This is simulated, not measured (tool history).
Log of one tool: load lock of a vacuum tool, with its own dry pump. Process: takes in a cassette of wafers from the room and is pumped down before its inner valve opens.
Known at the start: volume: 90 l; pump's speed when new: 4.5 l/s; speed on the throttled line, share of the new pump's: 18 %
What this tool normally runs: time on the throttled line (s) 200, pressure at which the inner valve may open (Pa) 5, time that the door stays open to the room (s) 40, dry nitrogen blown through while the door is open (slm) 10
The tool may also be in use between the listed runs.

run    hour  time on the throttled line (s)  pressure at which the inner valve may open (Pa)  time that the door stays open to the room (s)  dry nitrogen blown through while the door is open (slm)  incoming humidity of the room's air, %  time from the closed door until the inner valve may open (s)  rise of the pressure with all valves shut (Pa/min)
  1     0.0                             200                                                5                                             40                                                       10                                    45.8                                                         367.7                                               0.026
  2    94.1                             200                                                5                                             40                                                       10                                    46.2                                                         362.6                                               0.022
  3   277.3                             200                                                5                                             40                                                       10                                    42.5                                                         368.5                                               0.025
  4   410.7                             200                                                5                                             40                                                       10                                    46.2                                                         363.8                                               0.021
  5   564.3                             200                                                5                                             32                                                       10                                    47.3                                                         366.0                                               0.016
  6   666.8                             312                                                5                                             40                                                       10                                    45.6                                                         455.8                                               0.023
  7   753.7                             312                                                5                                             33                                                       10                                    44.1                                                         457.0                                               0.022
  8   947.5                             312                                                5                                             33                                                       10                                    46.1                                                         452.7                                               0.019
  9  1102.7                             200                                                5                                            158                                                       10                                    44.7                                                         362.5                                               0.048
 10  1264.3                             200                                                5                                            158                                                       10                                    47.9                                                         366.8                                               0.052
 11  1432.6                             200                                                5                                            158                                                       10                                    45.0                                                         366.6                                               0.050
 12  1622.8                             200                                                7                                             40                                                        8                                    45.5                                                         358.2                                               0.021
 13  1708.5                             182                                                8                                            123                                                       10                                    44.0                                                         342.5                                               0.044
 14  1828.0                             191                                                5                                             40                                                       10                                    43.8                                                         357.1                                               0.029
 15  1918.9                             127                                                8                                             40                                                       31                                    46.2                                                         295.1                                               0.013
 16  2018.8                             127                                                8                                             40                                                       31                                    45.5                                                         296.7                                               0.014
 17  2137.8                             133                                                5                                            168                                                        9                                    42.9                                                         308.3                                               0.056

Consider 4 possible next runs. They are alternatives, not a sequence: every one starts from the tool as it was left by run 17. What does each give?
  A  2223.0                             200                                                4                                             43                                                       38                                    45.8                                                             ?                                                   ?
  B  2223.0                             200                                                5                                            160                                                       10                                    44.2                                                             ?                                                   ?
  C  2223.0                             133                                                7                                             72                                                       12                                    45.6                                                             ?                                                   ?
  D  2223.0                             286                                                8                                            116                                                        9                                    47.2                                                             ?                                                   ?

run  time from the closed door until the inner valve may open (s)  rise of the pressure with all valves shut (Pa/min)
  A                                                         374.6                                               0.009
  B                                                         366.1                                               0.045
  C                                                         306.1                                               0.027
  D                                                         422.5                                               0.045
What these runs would have given with no unlogged condition in the tool:
run  time from the closed door until the inner valve may open (s)  rise of the pressure with all valves shut (Pa/min)
  A                                                         374.5                                               0.008
  B                                                         366.0                                               0.044
  C                                                         306.0                                               0.026
  D                                                         422.5                                               0.044

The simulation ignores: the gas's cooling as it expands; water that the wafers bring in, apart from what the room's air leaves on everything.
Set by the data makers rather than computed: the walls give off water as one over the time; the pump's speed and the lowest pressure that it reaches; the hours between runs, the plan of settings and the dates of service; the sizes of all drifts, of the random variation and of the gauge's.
